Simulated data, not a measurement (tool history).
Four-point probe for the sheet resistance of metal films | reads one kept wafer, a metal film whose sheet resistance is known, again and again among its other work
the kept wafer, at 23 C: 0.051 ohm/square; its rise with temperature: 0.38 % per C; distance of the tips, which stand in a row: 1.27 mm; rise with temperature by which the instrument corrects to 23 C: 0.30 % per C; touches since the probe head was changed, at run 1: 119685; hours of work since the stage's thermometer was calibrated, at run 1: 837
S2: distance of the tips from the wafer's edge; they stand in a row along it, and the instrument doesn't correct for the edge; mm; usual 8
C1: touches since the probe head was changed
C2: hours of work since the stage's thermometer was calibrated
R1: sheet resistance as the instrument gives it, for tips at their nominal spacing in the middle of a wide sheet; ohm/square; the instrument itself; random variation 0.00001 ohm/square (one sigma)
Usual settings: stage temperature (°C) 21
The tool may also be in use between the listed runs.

run 1 hour=0.0 | stage_temperature_(°C)=21 S2=8 | C1=119685 C2=837 | R1=0.052031
run 2 hour=22.9 | stage_temperature_(°C)=21 S2=7 | C1=120965 C2=854 | R1=0.052255
-- hour=44.2 new probe head fitted
run 3 hour=51.9 | stage_temperature_(°C)=21 S2=51 | C1=434 C2=875 | R1=0.050863
run 4 hour=69.6 | stage_temperature_(°C)=21 S2=8 | C1=1423 C2=888 | R1=0.051557
run 5 hour=88.9 | stage_temperature_(°C)=21 S2=8 | C1=2499 C2=902 | R1=0.051543
run 6 hour=117.6 | stage_temperature_(°C)=21 S2=8 | C1=4102 C2=923 | R1=0.051568
run 7 hour=147.8 | stage_temperature_(°C)=21 S2=8 | C1=5793 C2=946 | R1=0.051584
run 8 hour=177.1 | stage_temperature_(°C)=21 S2=8 | C1=7431 C2=968 | R1=0.051579
run 9 hour=202.0 | stage_temperature_(°C)=27 S2=8 | C1=8823 C2=986 | R1=0.051843
run 10 hour=224.9 | stage_temperature_(°C)=21 S2=8 | C1=10101 C2=1003 | R1=0.051608
run 11 hour=250.6 | stage_temperature_(°C)=21 S2=8 | C1=11539 C2=1022 | R1=0.051599
run 12 hour=275.0 | stage_temperature_(°C)=21 S2=8 | C1=12904 C2=1040 | R1=0.051618
run 13 hour=294.5 | stage_temperature_(°C)=27 S2=11 | C1=13996 C2=1055 | R1=0.051533
run 14 hour=310.6 | stage_temperature_(°C)=27 S2=11 | C1=14895 C2=1067 | R1=0.051546
run 15 hour=333.8 | stage_temperature_(°C)=27 S2=43 | C1=16190 C2=1084 | R1=0.051221
run 16 hour=349.2 | stage_temperature_(°C)=27 S2=43 | C1=17055 C2=1096 | R1=0.051212
run 17 hour=378.1 | stage_temperature_(°C)=22 S2=30 | C1=18666 C2=1117 | R1=0.051064
run 18 hour=405.6 | stage_temperature_(°C)=24 S2=9 | C1=20204 C2=1137 | R1=0.051655
run 19 hour=429.2 | stage_temperature_(°C)=32 S2=3 | C1=21523 C2=1155 | R1=0.055915
run 20 hour=456.6 | stage_temperature_(°C)=21 S2=47 | C1=23060 C2=1175 | R1=0.051051
run 21 hour=479.2 | stage_temperature_(°C)=27 S2=8 | C1=24323 C2=1192 | R1=0.051936
run 22 hour=508.6 | stage_temperature_(°C)=24 S2=60 | C1=25962 C2=1214 | R1=0.051164
run 23 hour=522.6 | stage_temperature_(°C)=32 S2=12 | C1=26745 C2=1225 | R1=0.051761
run 24 hour=539.4 | stage_temperature_(°C)=32 S2=12 | C1=27686 C2=1237 | R1=0.051766

4 ways to go on from here, each from the tool as it stands after run 24. What would each give?
run A hour=566.9 | stage_temperature_(°C)=31 S2=26 | C1=29226 C2=1258 | R1=?
run B hour=566.9 | stage_temperature_(°C)=31 S2=14 | C1=29226 C2=1258 | R1=?
run C hour=566.9 | stage_temperature_(°C)=32 S2=7 | C1=29226 C2=1258 | R1=?
run D hour=566.9 | stage_temperature_(°C)=30 S2=14 | C1=29226 C2=1258 | R1=?

run=A R1=0.051503
run=B R1=0.051670
run=C R1=0.052374
run=D R1=0.051625
Without the tool's hidden state the same runs would have given:
run=A R1=0.051369
run=B R1=0.051536
run=C R1=0.052238
run=D R1=0.051491

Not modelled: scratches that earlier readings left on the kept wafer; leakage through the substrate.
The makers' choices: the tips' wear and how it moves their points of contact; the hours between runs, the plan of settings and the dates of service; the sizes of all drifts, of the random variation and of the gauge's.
